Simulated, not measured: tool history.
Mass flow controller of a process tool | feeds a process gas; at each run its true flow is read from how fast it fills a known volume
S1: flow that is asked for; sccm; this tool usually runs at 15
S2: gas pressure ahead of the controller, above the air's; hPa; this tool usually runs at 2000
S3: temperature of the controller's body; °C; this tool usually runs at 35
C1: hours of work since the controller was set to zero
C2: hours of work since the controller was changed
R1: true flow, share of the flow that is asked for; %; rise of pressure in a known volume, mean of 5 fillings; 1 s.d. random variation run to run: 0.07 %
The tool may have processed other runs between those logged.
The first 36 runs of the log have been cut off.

run,day,S1,S2,S3,C1,C2,R1
37,548.979,37,2000,23,3534,10275,95.72
38,561.488,37,2000,23,3685,10426,95.46
39,579.558,37,2000,23,3904,10645,95.39
40,599.442,25,1540,38,4144,10886,95.86
41,608.825,29,2560,34,4258,10999,96.01
42,624.217,15,2000,30,4444,11185,94.45
# day 635.183: gauge calibrated
43,639.617,8,1580,30,4631,11372,97.86
44,650.917,8,1580,30,4767,11509,97.76
45,669.033,20,1890,23,4987,11728,97.65
46,684.088,15,2600,35,5169,11910,98.82
47,703.579,15,2600,35,5405,12146,98.53

What if the next run were any one of these 4? Each begins from the tool's condition after run 47:
A,712.021,33,1610,26,5507,12248,?
B,712.021,15,1710,35,5507,12248,?
C,712.021,7,2150,35,5507,12248,?
D,712.021,9,2320,35,5507,12248,?

run,R1
A,98.18
B,98.09
C,97.74
D,97.94
Had the tool no hidden state, the same runs would have come out as:
run,R1
A,98.88
B,98.8
C,98.47
D,98.67
